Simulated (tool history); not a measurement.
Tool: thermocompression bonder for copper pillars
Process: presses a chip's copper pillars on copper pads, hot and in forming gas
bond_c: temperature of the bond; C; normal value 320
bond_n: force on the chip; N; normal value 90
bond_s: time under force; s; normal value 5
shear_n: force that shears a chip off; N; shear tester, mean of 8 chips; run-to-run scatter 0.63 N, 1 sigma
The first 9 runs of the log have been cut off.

run	hour	bond_c	bond_n	bond_s	shear_n
10	303.3	320	90	5	75.9
11	333	320	90	5	75.6
12	369.7	320	90	5	73.5
13	389.7	320	90	14	98.8
14	417.2	306	90	5	64.4
15	456.5	306	90	5	63
# hour 478.3: forming gas filter changed
16	492.8	306	90	5	67
17	533.7	306	90	5	65.2
18	567	306	117	5	84.3
19	587.7	306	117	5	82.9
20	627.4	306	117	5	82.3
21	671.1	343	117	6	105.4
# hour 710.3: forming gas filter changed
22	716.7	291	85	4	49.6
# hour 722.7: heater calibrated with a thermocouple chip
23	749.4	291	85	4	46.1
24	774	291	85	4	45
25	814.5	291	85	4	44.1
# hour 821.7: heater calibrated with a thermocouple chip, once more
26	856.1	297	90	6	67.1
27	884.7	292	64	5	42
28	914.8	338	68	8	79.8
29	938.4	295	106	12	92.9
# hour 945.1: forming gas filter changed
30	979.5	295	106	12	96.1
31	1017.5	295	106	12	97.3
32	1052.6	295	106	12	94.7
33	1074.5	339	106	8	111
34	1097.8	300	90	5	64.2

Here are 5 independent what-if runs from the current tool condition. What would each one return?
A	1137.6	300	90	9	?
B	1137.6	320	56	5	?
C	1137.6	290	75	6	?
D	1137.6	320	125	5	?
E	1137.6	320	79	5	?

run	shear_n
A	77.2
B	46.1
C	51
D	98.8
E	66.6
What these runs would have given with no unlogged condition in the tool:
run	shear_n
A	80.9
B	48.1
C	53.3
D	103.6
E	69.6
